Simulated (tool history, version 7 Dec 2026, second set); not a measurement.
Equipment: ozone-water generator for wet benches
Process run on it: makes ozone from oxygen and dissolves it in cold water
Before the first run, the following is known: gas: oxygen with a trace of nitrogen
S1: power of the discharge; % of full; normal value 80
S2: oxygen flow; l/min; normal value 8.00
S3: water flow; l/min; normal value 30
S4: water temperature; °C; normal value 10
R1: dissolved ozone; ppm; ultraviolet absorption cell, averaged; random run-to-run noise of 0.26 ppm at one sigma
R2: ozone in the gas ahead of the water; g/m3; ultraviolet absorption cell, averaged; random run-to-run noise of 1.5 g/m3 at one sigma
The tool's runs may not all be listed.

| run | day | S1 | S2 | S3 | S4 | R1 | R2 |
|---|---|---|---|---|---|---|---|
| 1 | 0.000 | 80 | 8.00 | 30 | 10 | 35.9 | 264.7 |
| 2 | 2.625 | 80 | 8.59 | 30 | 10 | 36.7 | 262.8 |
| 3 | 4.329 | 80 | 8.59 | 30 | 10 | 36.7 | 260.4 |
|  | 5.629 | contactor cleaned |
| 4 | 7.412 | 80 | 8.00 | 30 | 6 | 38.8 | 264.9 |
| 5 | 9.129 | 80 | 8.00 | 30 | 6 | 38.4 | 267.3 |
| 6 | 11.221 | 80 | 8.00 | 30 | 6 | 39.3 | 264.2 |
| 7 | 13.138 | 80 | 8.00 | 30 | 6 | 38.0 | 265.5 |
| 8 | 14.858 | 80 | 8.00 | 30 | 6 | 38.4 | 265.6 |
| 9 | 16.717 | 80 | 8.00 | 27 | 9 | 40.2 | 266.2 |
| 10 | 18.567 | 44 | 8.00 | 27 | 9 | 25.6 | 167.3 |
| 11 | 20.388 | 81 | 6.34 | 39 | 8 | 28.3 | 290.2 |
| 12 | 22.850 | 81 | 6.34 | 39 | 8 | 28.1 | 288.9 |

Pick out some run-to-run changes in R1. Of each, how much would a tool without hidden state show as well, from the settings, what came in and chance, and how much is left for the hidden state and any gauge scatter not in both results compared?
The hidden state here: yield of the discharge, % of new electrodes'; contactor's efficiency, % of a clean one's; true water temperature over the reading, C; drift of the gauge itself on ozone_ppm, %; drift of the gauge itself on gas_g_m3, %.
Run 9 -> 10: S1 80 -> 44. R1 -14.6 ppm: hidden state +2.3, all else -16.9.
